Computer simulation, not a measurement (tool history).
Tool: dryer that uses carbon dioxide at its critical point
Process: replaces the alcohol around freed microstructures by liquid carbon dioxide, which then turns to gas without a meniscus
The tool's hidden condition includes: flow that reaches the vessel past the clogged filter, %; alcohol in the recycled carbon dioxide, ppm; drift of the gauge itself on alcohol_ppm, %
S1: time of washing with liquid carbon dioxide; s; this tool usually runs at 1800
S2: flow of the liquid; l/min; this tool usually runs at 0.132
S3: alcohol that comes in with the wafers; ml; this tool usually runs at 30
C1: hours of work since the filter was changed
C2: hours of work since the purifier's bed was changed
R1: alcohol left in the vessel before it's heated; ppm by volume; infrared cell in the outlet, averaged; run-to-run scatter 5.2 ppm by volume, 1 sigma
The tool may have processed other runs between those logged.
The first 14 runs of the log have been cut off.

| run | hour | S1 | S2 | S3 | C1 | C2 | R1 |
|---|---|---|---|---|---|---|---|
| 15 | 470.8 | 2460 | 0.132 | 30 | 110 | 818 | 63 |
| 16 | 507.9 | 1560 | 0.132 | 30 | 131 | 839 | 463 |
| 17 | 555.3 | 1560 | 0.132 | 30 | 157 | 865 | 507 |
| 18 | 601.1 | 1800 | 0.131 | 30 | 182 | 890 | 311 |
|  | 624.3 | inlet filter changed |
| 19 | 628.2 | 1800 | 0.131 | 30 | 2 | 905 | 150 |
| 20 | 672.9 | 1800 | 0.131 | 30 | 27 | 930 | 161 |
| 21 | 714.9 | 1140 | 0.199 | 30 | 50 | 953 | 190 |
| 22 | 757.1 | 2820 | 0.151 | 55 | 73 | 976 | 40 |
| 23 | 800.3 | 2460 | 0.174 | 25 | 97 | 1000 | 47 |
| 24 | 822.9 | 1800 | 0.092 | 21 | 110 | 1012 | 836 |
| 25 | 868.1 | 1800 | 0.092 | 21 | 135 | 1038 | 903 |
| 26 | 910.4 | 1800 | 0.150 | 53 | 158 | 1061 | 241 |
| 27 | 952.2 | 2220 | 0.102 | 62 | 181 | 1084 | 804 |
|  | 975.8 | inlet filter changed |
| 28 | 980.1 | 1800 | 0.157 | 30 | 2 | 1099 | 89 |
| 29 | 1007.4 | 1800 | 0.157 | 30 | 17 | 1114 | 88 |
| 30 | 1038.3 | 2820 | 0.081 | 65 | 35 | 1131 | 443 |
| 31 | 1059.2 | 1320 | 0.097 | 100 | 46 | 1143 | 7557 |
| 32 | 1104.3 | 1320 | 0.097 | 100 | 71 | 1168 | 8184 |
| 33 | 1148.7 | 2220 | 0.132 | 30 | 96 | 1192 | 95 |
|  | 1176.0 | purifier's bed changed |
| 34 | 1176.0 | 1080 | 0.132 | 31 | 109 | 0 | 1837 |
| 35 | 1209.3 | 1080 | 0.132 | 31 | 127 | 18 | 1925 |

Below are 3 alternative next runs, each starting from the tool's condition after run 35. Predict each:
| A | 1238.1 | 2100 | 0.127 | 52 | 143 | 34 | ? |
| B | 1238.1 | 1680 | 0.156 | 29 | 143 | 34 | ? |
| C | 1238.1 | 1080 | 0.132 | 105 | 143 | 34 | ? |

| run | R1 |
|---|---|
| A | 188 |
| B | 115 |
| C | 7029 |
With no hidden state in the tool, these same runs would have given:
| run | R1 |
|---|---|
| A | 80 |
| B | 54 |
| C | 4430 |

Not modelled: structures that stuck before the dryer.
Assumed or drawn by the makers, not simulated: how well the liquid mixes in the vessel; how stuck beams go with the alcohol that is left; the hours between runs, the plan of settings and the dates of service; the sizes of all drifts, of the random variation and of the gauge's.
